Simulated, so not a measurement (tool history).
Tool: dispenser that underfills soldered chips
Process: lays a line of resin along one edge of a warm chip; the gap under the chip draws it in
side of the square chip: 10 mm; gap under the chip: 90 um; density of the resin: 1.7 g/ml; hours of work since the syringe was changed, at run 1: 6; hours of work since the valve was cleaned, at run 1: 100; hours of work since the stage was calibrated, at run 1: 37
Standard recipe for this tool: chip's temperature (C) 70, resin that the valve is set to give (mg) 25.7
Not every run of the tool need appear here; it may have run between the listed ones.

| run | day | chip's temperature (C) | resin that the valve is set to give (mg) | hours of work since the syringe was changed | hours of work since the valve was cleaned | hours of work since the stage was calibrated | time until the resin shows at the far edge (s) | resin that the valve gave (mg) |
|---|---|---|---|---|---|---|---|---|
| 1 | 0 | 70 | 25.7 | 6 | 100 | 37 | 26.8 | 24.76 |
|  | 0.104 | new syringe of resin |
| 2 | 0.158 | 70 | 25.7 | 1 | 102 | 39 | 19.3 | 24.63 |
| 3 | 0.346 | 70 | 25.7 | 4 | 105 | 43 | 23.7 | 24.62 |
|  | 0.588 | new syringe of resin |
| 4 | 0.608 | 70 | 25.7 | 0 | 109 | 46 | 18.5 | 24.74 |
| 5 | 0.804 | 70 | 25.7 | 3 | 112 | 50 | 22.8 | 24.67 |
| 6 | 0.962 | 57 | 25.7 | 6 | 115 | 52 | 52.3 | 24.65 |
|  | 1.075 | new syringe of resin |
| 7 | 1.158 | 57 | 25.7 | 1 | 118 | 55 | 40.1 | 24.75 |
|  | 1.379 | dispensing valve cleaned and set on the balance |
| 8 | 1.379 | 70 | 22.5 | 4 | 0 | 58 | 24.6 | 22.31 |
| 9 | 1.512 | 70 | 22.5 | 6 | 2 | 60 | 28.7 | 22.58 |
|  | 1.604 | new syringe of resin |
| 10 | 1.654 | 70 | 22.5 | 1 | 4 | 62 | 20.1 | 22.34 |
| 11 | 1.796 | 70 | 22.5 | 3 | 6 | 64 | 22.6 | 22.41 |
| 12 | 1.954 | 70 | 25.7 | 6 | 9 | 67 | 26.5 | 25.66 |
|  | 2.075 | new syringe of resin |
| 13 | 2.096 | 70 | 25.7 | 0 | 11 | 69 | 19.4 | 25.61 |
| 14 | 2.321 | 65 | 31.4 | 4 | 15 | 73 | 29.8 | 31.16 |
| 15 | 2.512 | 66 | 32.8 | 7 | 18 | 76 | 35.5 | 32.66 |
|  | 2.55 | new syringe of resin |
| 16 | 2.758 | 66 | 32.8 | 3 | 21 | 79 | 27.3 | 32.26 |
| 17 | 2.95 | 70 | 30.3 | 6 | 25 | 83 | 27.7 | 29.79 |
|  | 3.021 | new syringe of resin |
| 18 | 3.142 | 66 | 27.4 | 2 | 27 | 85 | 25.5 | 26.86 |
| 19 | 3.346 | 61 | 27.3 | 5 | 31 | 89 | 41.1 | 26.89 |
|  | 3.488 | new syringe of resin |
| 20 | 3.542 | 69 | 27.1 | 1 | 34 | 92 | 20.4 | 26.76 |
| 21 | 3.808 | 69 | 27.1 | 5 | 38 | 96 | 26.9 | 26.48 |
|  | 3.962 | new syringe of resin |
| 22 | 4.038 | 83 | 24.1 | 1 | 41 | 99 | 11.6 | 23.73 |
| 23 | 4.25 | 70 | 26.6 | 5 | 45 | 103 | 24 | 25.99 |
|  | 4.442 | new syringe of resin |
| 24 | 4.517 | 70 | 26.6 | 1 | 49 | 107 | 20.3 | 25.93 |
| 25 | 4.788 | 77 | 24.4 | 6 | 53 | 111 | 19 | 23.77 |
|  | 4.908 | new syringe of resin |
| 26 | 4.992 | 66 | 24.1 | 1 | 56 | 114 | 25.3 | 23.39 |

What differs in the tool's unlogged condition from the final listed run ahead of each entry between runs to the first listed run following it?
Between runs 1 and 2: new syringe of resin (day 0.104)
  resin's viscosity, % of fresh resin's: 145 -> 104.1; dose that the valve gives, % of what is set: 96.08 -> 95.99
  measured value less the no-hidden-state value, time until the resin shows at the far edge (s): +8.2 -> +0.6; resin that the valve gave (mg): -1.01 -> -1.03
Between runs 3 and 4: new syringe of resin (day 0.588)
  resin's viscosity, % of fresh resin's: 125.7 -> 100.3; dose that the valve gives, % of what is set: 95.86 -> 95.7; true chip temperature over the reading, C: 0.29 -> 0.3
  measured value less the no-hidden-state value, time until the resin shows at the far edge (s): +4.7 -> -0.2; resin that the valve gave (mg): -1.07 -> -1.11
Between runs 6 and 7: new syringe of resin (day 1.075)
  resin's viscosity, % of fresh resin's: 143.2 -> 108.6; dose that the valve gives, % of what is set: 95.47 -> 95.37
  measured value less the no-hidden-state value, time until the resin shows at the far edge (s): +15.4 -> +2.7; resin that the valve gave (mg): -1.17 -> -1.19
Between runs 7 and 8: dispensing valve cleaned and set on the balance (day 1.379)
  resin's viscosity, % of fresh resin's: 108.6 -> 130.1; dose that the valve gives, % of what is set: 95.37 -> 99.86; true chip temperature over the reading, C: 0.32 -> 0.33
  measured value less the no-hidden-state value, time until the resin shows at the far edge (s): +2.7 -> +5.4; resin that the valve gave (mg): -1.19 -> -0.03
Between runs 9 and 10: new syringe of resin (day 1.604)
  resin's viscosity, % of fresh resin's: 148.2 -> 105; dose that the valve gives, % of what is set: 99.77 -> 99.69
  measured value less the no-hidden-state value, time until the resin shows at the far edge (s): +8.9 -> +0.6; resin that the valve gave (mg): -0.05 -> -0.07
Between runs 12 and 13: new syringe of resin (day 2.075)
  resin's viscosity, % of fresh resin's: 141.4 -> 102.9; dose that the valve gives, % of what is set: 99.51 -> 99.42
  measured value less the no-hidden-state value, time until the resin shows at the far edge (s): +7.4 -> +0.2; resin that the valve gave (mg): -0.13 -> -0.15
Between runs 15 and 16: new syringe of resin (day 2.55)
  resin's viscosity, % of fresh resin's: 156.3 -> 123.5; dose that the valve gives, % of what is set: 99.16 -> 99; true chip temperature over the reading, C: 0.38 -> 0.39
  measured value less the no-hidden-state value, time until the resin shows at the far edge (s): +12.4 -> +4.8; resin that the valve gave (mg): -0.27 -> -0.33
Between runs 17 and 18: new syringe of resin (day 3.021)
  resin's viscosity, % of fresh resin's: 149.4 -> 113.2; dose that the valve gives, % of what is set: 98.88 -> 98.76
  measured value less the no-hidden-state value, time until the resin shows at the far edge (s): +8.9 -> +2.6; resin that the valve gave (mg): -0.34 -> -0.33
Between runs 19 and 20: new syringe of resin (day 3.488)
  resin's viscosity, % of fresh resin's: 139.1 -> 105.6; dose that the valve gives, % of what is set: 98.62 -> 98.51; true chip temperature over the reading, C: 0.41 -> 0.42
  measured value less the no-hidden-state value, time until the resin shows at the far edge (s): +10.8 -> +0.7; resin that the valve gave (mg): -0.37 -> -0.4
Between runs 21 and 22: new syringe of resin (day 3.962)
  resin's viscosity, % of fresh resin's: 137.9 -> 107.7; dose that the valve gives, % of what is set: 98.33 -> 98.2; true chip temperature over the reading, C: 0.43 -> 0.44
  measured value less the no-hidden-state value, time until the resin shows at the far edge (s): +7.1 -> +0.6; resin that the valve gave (mg): -0.45 -> -0.44
Between runs 23 and 24: new syringe of resin (day 4.442)
  resin's viscosity, % of fresh resin's: 133.3 -> 108.6; dose that the valve gives, % of what is set: 98.06 -> 97.91; true chip temperature over the reading, C: 0.45 -> 0.46
  measured value less the no-hidden-state value, time until the resin shows at the far edge (s): +5.7 -> +1.2; resin that the valve gave (mg): -0.51 -> -0.56
Between runs 25 and 26: new syringe of resin (day 4.908)
  resin's viscosity, % of fresh resin's: 142.6 -> 109; dose that the valve gives, % of what is set: 97.75 -> 97.62; true chip temperature over the reading, C: 0.47 -> 0.48
  measured value less the no-hidden-state value, time until the resin shows at the far edge (s): +5.4 -> +1.6; resin that the valve gave (mg): -0.55 -> -0.57

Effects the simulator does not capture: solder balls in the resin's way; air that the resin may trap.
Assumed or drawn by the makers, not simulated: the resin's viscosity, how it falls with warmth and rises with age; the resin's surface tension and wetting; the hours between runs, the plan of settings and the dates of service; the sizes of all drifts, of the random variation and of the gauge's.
